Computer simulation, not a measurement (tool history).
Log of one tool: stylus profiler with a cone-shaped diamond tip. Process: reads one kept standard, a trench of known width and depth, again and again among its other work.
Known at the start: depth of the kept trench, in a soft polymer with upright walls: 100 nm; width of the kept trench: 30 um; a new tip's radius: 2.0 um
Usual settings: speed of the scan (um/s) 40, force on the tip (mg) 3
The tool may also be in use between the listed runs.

run,day,speed of the scan (um/s),force on the tip (mg),depth of the trench (Å),width of the trench's floor (um)
1,0,40,3,1011.1,28.52
2,0.604,40,4.81,1016.1,28.54
3,1.083,40,8.84,1024.7,28.57
4,1.383,77,8.84,1024.8,28.47
5,1.996,77,8.84,1024,28.49
6,2.271,77,8.84,1025.4,28.51
7,2.679,77,8.84,1024.7,28.46
8,2.992,77,8.84,1025,28.45
9,3.267,34,3,1012.3,28.55
10,3.575,82,1.57,1010.5,28.19
11,3.838,82,1.57,1008.3,28.13
12,4.167,11,2.28,1010.1,28.62
13,4.462,75,8.38,1023.9,28.43
14,4.817,75,8.38,1023.9,28.5
15,5.075,81,3,1012.2,28.3
16,5.683,81,3,1011.8,28.26
17,6.317,47,3,1011.5,28.44
18,6.821,40,1.12,1007.2,28.34

Taken out of this log: 2 entries between the listed runs. Where each belongs, and how the hidden state differs across it:
Between runs 6 and 7: height scale calibrated on a step standard (day 2.35)
  height scale over the true one, %: 0.047 -> 0.075
  measured less the result without the state, width of the trench's floor (um): -0.06 -> -0.07
Between runs 11 and 12: height scale calibrated on a step standard, once more (day 4.162)
  radius of the tip, um: 2.24 -> 2.25; height scale over the true one, %: 0.08 -> 0.017
  measured less the result without the state, width of the trench's floor (um): -0.07 -> -0.08
